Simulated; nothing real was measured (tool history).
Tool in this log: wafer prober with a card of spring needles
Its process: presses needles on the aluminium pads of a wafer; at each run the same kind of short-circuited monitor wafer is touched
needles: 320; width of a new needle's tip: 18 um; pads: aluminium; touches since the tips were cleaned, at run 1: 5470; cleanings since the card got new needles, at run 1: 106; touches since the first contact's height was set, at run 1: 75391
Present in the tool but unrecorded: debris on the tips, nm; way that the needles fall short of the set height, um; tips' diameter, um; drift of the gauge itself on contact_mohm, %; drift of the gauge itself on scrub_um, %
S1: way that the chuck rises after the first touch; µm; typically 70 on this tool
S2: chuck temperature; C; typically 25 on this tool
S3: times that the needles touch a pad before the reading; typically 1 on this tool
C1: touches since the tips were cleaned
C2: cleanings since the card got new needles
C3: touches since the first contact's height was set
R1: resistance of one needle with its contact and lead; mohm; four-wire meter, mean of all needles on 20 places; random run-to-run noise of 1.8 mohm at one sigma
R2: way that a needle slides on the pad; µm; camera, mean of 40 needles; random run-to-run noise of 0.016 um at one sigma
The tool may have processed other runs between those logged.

run	hour	S1	S2	S3	C1	C2	C3	R1	R2
1	0.0	70	25	1	5470	106	75391	688	10.65
# hour 3.9: tips cleaned on abrasive film
# hour 21.5: tips cleaned on abrasive film
2	36.4	70	25	1	6644	108	91555	731	10.61
# hour 39.8: tips cleaned on abrasive film
# hour 55.5: tips cleaned on abrasive film
3	67.4	70	25	1	5335	110	105323	713	10.56
# hour 73.8: tips cleaned on abrasive film
# hour 92.4: tips cleaned on abrasive film
# hour 109.6: tips cleaned on abrasive film
# hour 120.1: height of the first contact set anew
4	120.1	70	25	1	4550	113	0	685	10.80
# hour 126.7: tips cleaned on abrasive film
# hour 144.4: tips cleaned on abrasive film
5	154.1	70	25	2	4302	115	15094	495	10.73
# hour 160.9: tips cleaned on abrasive film
# hour 178.8: tips cleaned on abrasive film
6	189.5	70	54	1	4762	117	30810	698	10.72
# hour 197.2: tips cleaned on abrasive film
# hour 215.8: tips cleaned on abrasive film
7	222.8	74	25	1	3100	119	45608	607	11.34
# hour 233.1: tips cleaned on abrasive film
# hour 249.9: tips cleaned on abrasive film
# hour 267.7: tips cleaned on abrasive film
8	277.0	70	52	1	4138	122	69668	685	10.65
# hour 283.1: tips cleaned on abrasive film
# hour 300.3: tips cleaned on abrasive film
9	306.6	70	25	1	2836	124	82823	634	10.61
# hour 317.7: tips cleaned on abrasive film
# hour 335.2: tips cleaned on abrasive film
10	341.6	70	25	1	2834	126	98334	647	10.57
# hour 351.5: tips cleaned on abrasive film
# hour 368.5: tips cleaned on abrasive film
11	382.5	70	25	1	6221	128	116511	769	10.57
# hour 386.4: tips cleaned on abrasive film
# hour 401.9: tips cleaned on abrasive film
# hour 410.3: height of the first contact set anew
12	410.3	70	25	1	3609	130	0	667	10.82
# hour 418.0: tips cleaned on abrasive film
# hour 436.0: tips cleaned on abrasive film
# hour 453.0: tips cleaned on abrasive film
13	458.8	70	25	1	2590	133	21530	671	10.77
# hour 469.9: tips cleaned on abrasive film
# hour 486.3: tips cleaned on abrasive film
14	494.2	70	37	1	3502	135	37254	711	10.69
# hour 503.2: tips cleaned on abrasive film
15	517.8	70	37	1	6523	136	47739	763	10.71
# hour 521.7: tips cleaned on abrasive film
# hour 538.1: tips cleaned on abrasive film
16	550.5	55	112	1	5555	138	62279	1020	8.36
# hour 554.4: tips cleaned on abrasive film
# hour 570.4: tips cleaned on abrasive film
17	577.9	70	27	1	3349	140	74425	686	10.64
# hour 588.3: tips cleaned on abrasive film
# hour 605.5: tips cleaned on abrasive film
18	619.7	70	25	1	6345	142	93003	783	10.62
# hour 622.0: tips cleaned on abrasive film
# hour 640.3: tips cleaned on abrasive film
# hour 656.7: tips cleaned on abrasive film
19	657.0	69	43	1	100	145	109508	284	10.42
# hour 674.7: tips cleaned on abrasive film
# hour 690.9: tips cleaned on abrasive film
20	695.0	69	43	1	1825	147	126386	536	10.38
# hour 702.9: height of the first contact set anew
# hour 708.7: tips cleaned on abrasive film
# hour 725.6: tips cleaned on abrasive film
21	731.5	63	28	1	2675	149	12721	774	9.68
# hour 741.7: tips cleaned on abrasive film
# hour 757.6: tips cleaned on abrasive film
22	757.6	63	28	1	14	151	24265	264	9.65
# hour 773.8: tips cleaned on abrasive film
# hour 790.6: tips cleaned on abrasive film
23	794.8	57	98	1	1912	153	40806	726	8.70
# hour 807.8: tips cleaned on abrasive film
# hour 826.5: tips cleaned on abrasive film
24	834.6	73	25	1	3598	155	58464	724	11.12
# hour 844.8: tips cleaned on abrasive film
# hour 860.8: tips cleaned on abrasive film
# hour 877.5: tips cleaned on abrasive film
25	885.7	70	49	3	3689	158	81171	395	10.63
# hour 895.7: tips cleaned on abrasive film
26	910.5	67	98	3	6630	159	92209	420	10.13
# hour 914.4: tips cleaned on abrasive film
# hour 930.9: tips cleaned on abrasive film
27	942.6	67	98	3	5224	161	106456	426	10.11
# hour 949.5: tips cleaned on abrasive film
# hour 967.6: tips cleaned on abrasive film
28	977.6	67	98	3	4480	163	121983	428	10.04
# hour 985.3: tips cleaned on abrasive film
# hour 994.5: height of the first contact set anew
# hour 1001.3: tips cleaned on abrasive film
29	1004.5	70	57	1	1437	165	4456	511	10.77
# hour 1018.0: tips cleaned on abrasive film
# hour 1033.4: tips cleaned on abrasive film
30	1037.1	62	75	2	1656	167	18895	497	9.51

Alternative continuations, all from the tool just after run 30; predict every row:
# hour 1051.5: tips cleaned on abrasive film
# hour 1067.6: tips cleaned on abrasive film
# hour 1084.1: tips cleaned on abrasive film
A	1088.1	53	41	2	1762	170	41547	?	?
# hour 1051.5: tips cleaned on abrasive film
# hour 1067.6: tips cleaned on abrasive film
# hour 1084.1: tips cleaned on abrasive film
B	1088.1	70	84	2	1762	170	41547	?	?
# hour 1051.5: tips cleaned on abrasive film
# hour 1067.6: tips cleaned on abrasive film
# hour 1084.1: tips cleaned on abrasive film
C	1088.1	58	85	2	1762	170	41547	?	?

run	R1	R2
A	560	8.08
B	404	10.71
C	486	8.89
Had the tool no hidden state, the same runs would have come out as:
run	R1	R2
A	196	8.18
B	204	10.80
C	202	8.98

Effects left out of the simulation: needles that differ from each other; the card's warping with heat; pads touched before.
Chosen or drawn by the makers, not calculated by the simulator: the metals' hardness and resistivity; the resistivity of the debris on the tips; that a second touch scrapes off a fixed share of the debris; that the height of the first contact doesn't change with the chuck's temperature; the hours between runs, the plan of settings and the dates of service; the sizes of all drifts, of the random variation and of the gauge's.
